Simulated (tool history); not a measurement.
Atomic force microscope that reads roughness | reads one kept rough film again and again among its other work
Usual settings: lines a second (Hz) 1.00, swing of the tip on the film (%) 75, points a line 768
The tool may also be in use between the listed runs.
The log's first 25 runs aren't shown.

run,day,lines a second (Hz),swing of the tip on the film (%),points a line,pictures with this tip,hours of work since the height scale was calibrated,roughness of the kept film (nm (root mean square))
26,21.817,0.96,74,369,33,1237,4.335
27,22.846,1.00,67,567,65,1255,4.251
28,23.529,0.77,67,394,87,1267,4.142
29,24.421,0.60,81,693,115,1283,3.918
30,25.583,1.00,79,285,152,1303,3.599
31,26.479,2.41,79,525,181,1319,3.126
32,27.483,0.77,60,426,213,1337,3.633
33,28.221,3.41,60,789,236,1350,3.279
34,29.346,3.41,60,789,272,1370,3.168
35,30.354,2.12,84,789,304,1388,2.676
# day 30.629: new tip fitted
36,31.150,0.61,83,951,17,1401,4.436
37,31.917,0.61,83,951,41,1415,4.280
38,32.433,2.30,81,353,57,1424,3.565
39,33.142,1.47,90,768,80,1437,3.499
40,34.271,1.47,90,768,116,1457,3.373

Forecast each of these 5 alternatives for the next run:
A,34.979,1.47,90,578,138,1469,?
B,34.979,1.47,90,266,138,1469,?
C,34.979,0.90,81,647,138,1469,?
D,34.979,0.89,57,609,138,1469,?
E,34.979,0.77,82,849,138,1469,?

run,roughness of the kept film (nm (root mean square))
A,3.305
B,3.292
C,3.735
D,4.027
E,3.773
Without the tool's hidden state the same runs would have given:
run,roughness of the kept film (nm (root mean square))
A,3.988
B,3.975
C,4.507
D,4.859
E,4.553
